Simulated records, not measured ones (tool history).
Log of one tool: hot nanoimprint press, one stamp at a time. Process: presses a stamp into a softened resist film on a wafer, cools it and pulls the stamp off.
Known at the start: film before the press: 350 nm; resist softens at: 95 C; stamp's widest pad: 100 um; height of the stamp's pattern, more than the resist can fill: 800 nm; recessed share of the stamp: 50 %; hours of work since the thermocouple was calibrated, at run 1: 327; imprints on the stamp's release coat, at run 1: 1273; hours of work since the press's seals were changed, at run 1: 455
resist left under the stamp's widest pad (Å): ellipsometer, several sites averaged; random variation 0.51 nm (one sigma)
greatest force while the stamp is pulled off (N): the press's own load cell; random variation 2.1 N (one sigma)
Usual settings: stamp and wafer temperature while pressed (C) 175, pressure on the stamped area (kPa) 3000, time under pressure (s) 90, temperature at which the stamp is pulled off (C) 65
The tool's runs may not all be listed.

| run | hour | stamp and wafer temperature while pressed (C) | pressure on the stamped area (kPa) | time under pressure (s) | temperature at which the stamp is pulled off (C) | hours of work since the thermocouple was calibrated | imprints on the stamp's release coat | hours of work since the press's seals were changed | resist left under the stamp's widest pad (Å) | greatest force while the stamp is pulled off (N) |
|---|---|---|---|---|---|---|---|---|---|---|
| 1 | 0.0 | 175 | 3000 | 90 | 65 | 327 | 1273 | 455 | 1600 | 91 |
| 2 | 15.4 | 175 | 3000 | 90 | 65 | 337 | 1320 | 464 | 1594 | 90 |
| 3 | 34.3 | 175 | 3000 | 90 | 65 | 348 | 1378 | 476 | 1607 | 94 |
| 4 | 43.4 | 168 | 3000 | 90 | 65 | 354 | 1406 | 481 | 1871 | 94 |
| 5 | 52.6 | 168 | 3000 | 90 | 65 | 359 | 1434 | 487 | 1864 | 98 |
| 6 | 61.0 | 175 | 3730 | 90 | 65 | 364 | 1460 | 492 | 1419 | 94 |
| 7 | 80.0 | 175 | 3730 | 90 | 65 | 376 | 1518 | 503 | 1433 | 91 |
| 8 | 96.0 | 167 | 3000 | 90 | 65 | 385 | 1567 | 513 | 1917 | 93 |
|  | 114.8 | plate thermocouple calibrated |
| 9 | 117.3 | 167 | 4230 | 90 | 65 | 1 | 1624 | 524 | 1619 | 95 |
| 10 | 127.0 | 175 | 3000 | 90 | 54 | 7 | 1654 | 530 | 1587 | 99 |
| 11 | 137.0 | 175 | 2510 | 90 | 65 | 13 | 1684 | 536 | 1720 | 92 |
| 12 | 151.7 | 175 | 2510 | 90 | 65 | 22 | 1729 | 545 | 1725 | 89 |
| 13 | 169.5 | 175 | 3000 | 90 | 65 | 33 | 1784 | 555 | 1575 | 96 |
| 14 | 183.1 | 175 | 3000 | 90 | 65 | 41 | 1826 | 564 | 1575 | 95 |
| 15 | 197.6 | 175 | 3000 | 90 | 65 | 50 | 1870 | 572 | 1565 | 92 |
|  | 208.4 | gauge calibrated |
| 16 | 215.9 | 186 | 2580 | 90 | 65 | 61 | 1927 | 583 | 1357 | 93 |
| 17 | 230.5 | 176 | 3000 | 122 | 55 | 70 | 1971 | 592 | 1396 | 97 |
| 18 | 247.8 | 181 | 3280 | 90 | 65 | 80 | 2025 | 602 | 1335 | 93 |
| 19 | 257.8 | 175 | 2850 | 177 | 65 | 86 | 2055 | 609 | 1279 | 92 |
| 20 | 267.8 | 177 | 3000 | 143 | 65 | 92 | 2086 | 615 | 1278 | 90 |
| 21 | 276.9 | 175 | 2410 | 90 | 63 | 98 | 2114 | 620 | 1773 | 93 |
| 22 | 295.0 | 173 | 3000 | 56 | 65 | 109 | 2170 | 631 | 1952 | 91 |
|  | 309.6 | stamp cleaned and given a new release coat |
| 23 | 309.7 | 173 | 1930 | 123 | 65 | 114 | 0 | 636 | 1841 | 91 |
| 24 | 320.6 | 173 | 4770 | 149 | 65 | 120 | 34 | 643 | 1076 | 90 |
| 25 | 330.5 | 173 | 4770 | 149 | 65 | 126 | 64 | 649 | 1073 | 88 |
| 26 | 349.1 | 173 | 4770 | 149 | 65 | 137 | 121 | 660 | 1079 | 93 |
|  | 362.1 | press's hydraulic seals changed and the load cell set to zero |
| 27 | 375.9 | 173 | 4770 | 149 | 65 | 149 | 179 | 8 | 1079 | 92 |
| 28 | 384.2 | 173 | 4770 | 149 | 65 | 154 | 205 | 13 | 1079 | 89 |
| 29 | 392.7 | 178 | 3000 | 90 | 57 | 159 | 231 | 18 | 1465 | 97 |

3 ways to go on from here, each from the tool as it stands after run 29. What would each give?
| A | 401.8 | 178 | 3380 | 90 | 57 | 164 | 259 | 24 | ? | ? |
| B | 401.8 | 178 | 3000 | 90 | 51 | 164 | 259 | 24 | ? | ? |
| C | 401.8 | 178 | 3960 | 47 | 52 | 164 | 259 | 24 | ? | ? |

| run | resist left under the stamp's widest pad (Å) | greatest force while the stamp is pulled off (N) |
|---|---|---|
| A | 1382 | 97 |
| B | 1476 | 94 |
| C | 1603 | 104 |
Without the tool's hidden state the same runs would have given:
| run | resist left under the stamp's widest pad (Å) | greatest force while the stamp is pulled off (N) |
|---|---|---|
| A | 1405 | 97 |
| B | 1500 | 93 |
| C | 1629 | 104 |
